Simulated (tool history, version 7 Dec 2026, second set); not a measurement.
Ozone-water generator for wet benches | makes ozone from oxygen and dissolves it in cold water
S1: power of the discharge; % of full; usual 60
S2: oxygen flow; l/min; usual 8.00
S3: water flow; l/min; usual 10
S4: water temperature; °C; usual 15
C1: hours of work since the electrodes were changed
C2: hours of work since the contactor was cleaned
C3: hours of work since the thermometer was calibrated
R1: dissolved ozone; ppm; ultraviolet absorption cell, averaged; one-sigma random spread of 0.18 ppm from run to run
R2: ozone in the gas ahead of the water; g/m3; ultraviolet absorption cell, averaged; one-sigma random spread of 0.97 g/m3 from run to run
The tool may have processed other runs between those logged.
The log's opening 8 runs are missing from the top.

| run | hour | S1 | S2 | S3 | S4 | C1 | C2 | C3 | R1 | R2 |
|---|---|---|---|---|---|---|---|---|---|---|
| 9 | 326.5 | 60 | 8.00 | 10 | 15 | 1840 | 4622 | 2529 | 24.2 | 166.3 |
| 10 | 367.7 | 48 | 8.00 | 10 | 15 | 1879 | 4662 | 2569 | 19.8 | 136.6 |
| 11 | 398.3 | 48 | 9.27 | 10 | 15 | 1909 | 4691 | 2598 | 18.9 | 126.5 |
| 12 | 450.7 | 60 | 8.00 | 11 | 15 | 1959 | 4742 | 2649 | 22.9 | 166.0 |
| 13 | 480.5 | 60 | 8.00 | 11 | 15 | 1988 | 4770 | 2677 | 22.8 | 166.8 |
| 14 | 534.2 | 60 | 14.23 | 10 | 15 | 2039 | 4822 | 2729 | 20.3 | 120.5 |
| 15 | 586.7 | 60 | 8.00 | 10 | 15 | 2090 | 4872 | 2779 | 24.2 | 168.2 |
| 16 | 630.3 | 60 | 8.00 | 10 | 15 | 2132 | 4914 | 2821 | 24.0 | 168.8 |
| 17 | 669.6 | 69 | 6.03 | 13 | 19 | 2170 | 4952 | 2859 | 22.6 | 224.3 |
| 18 | 695.5 | 67 | 8.24 | 10 | 15 | 2195 | 4977 | 2884 | 26.3 | 181.7 |
| 19 | 733.7 | 55 | 11.26 | 7 | 22 | 2231 | 5014 | 2921 | 19.9 | 128.1 |
|  | 743.8 | water thermometer calibrated |
| 20 | 756.8 | 55 | 11.26 | 7 | 22 | 2253 | 5036 | 13 | 19.6 | 128.3 |
| 21 | 800.8 | 49 | 8.00 | 10 | 22 | 2295 | 5078 | 55 | 17.2 | 140.4 |
| 22 | 828.7 | 49 | 8.00 | 10 | 22 | 2322 | 5105 | 82 | 16.9 | 140.9 |
| 23 | 864.2 | 60 | 4.05 | 10 | 15 | 2356 | 5139 | 116 | 27.0 | 247.3 |
| 24 | 897.7 | 99 | 4.05 | 10 | 15 | 2389 | 5171 | 148 | 43.5 | 393.3 |
| 25 | 929.1 | 57 | 7.90 | 13 | 15 | 2419 | 5201 | 178 | 19.5 | 163.4 |
| 26 | 962.7 | 61 | 8.00 | 15 | 12 | 2451 | 5234 | 211 | 19.7 | 170.8 |
| 27 | 997.2 | 48 | 8.00 | 11 | 15 | 2484 | 5267 | 244 | 18.7 | 138.2 |
| 28 | 1023.3 | 63 | 9.75 | 10 | 15 | 2509 | 5292 | 269 | 23.7 | 158.8 |
| 29 | 1045.5 | 60 | 8.00 | 12 | 15 | 2531 | 5313 | 290 | 21.4 | 169.2 |
| 30 | 1090.4 | 67 | 4.23 | 15 | 7 | 2574 | 5356 | 333 | 24.2 | 267.3 |
| 31 | 1131.6 | 50 | 4.53 | 7 | 12 | 2614 | 5396 | 373 | 30.7 | 199.4 |

5 ways to go on from here, each from the tool as it stands after run 31. What would each give?
| A | 1157.8 | 80 | 4.53 | 7 | 12 | 2639 | 5421 | 398 | ? | ? |
| B | 1157.8 | 64 | 4.53 | 6 | 12 | 2639 | 5421 | 398 | ? | ? |
| C | 1157.8 | 100 | 4.53 | 7 | 12 | 2639 | 5421 | 398 | ? | ? |
| D | 1157.8 | 60 | 8.00 | 10 | 9 | 2639 | 5421 | 398 | ? | ? |
| E | 1157.8 | 60 | 8.00 | 10 | 8 | 2639 | 5421 | 398 | ? | ? |

| run | R1 | R2 |
|---|---|---|
| A | 47.4 | 307.3 |
| B | 42.6 | 250.9 |
| C | 57.6 | 377.5 |
| D | 27.3 | 169.8 |
| E | 28.2 | 169.6 |
Without the tool's unlogged condition, the same runs would have read:
| run | R1 | R2 |
|---|---|---|
| A | 47.5 | 299.9 |
| B | 42.7 | 244.8 |
| C | 57.7 | 368.4 |
| D | 27.3 | 165.6 |
| E | 28.2 | 165.5 |

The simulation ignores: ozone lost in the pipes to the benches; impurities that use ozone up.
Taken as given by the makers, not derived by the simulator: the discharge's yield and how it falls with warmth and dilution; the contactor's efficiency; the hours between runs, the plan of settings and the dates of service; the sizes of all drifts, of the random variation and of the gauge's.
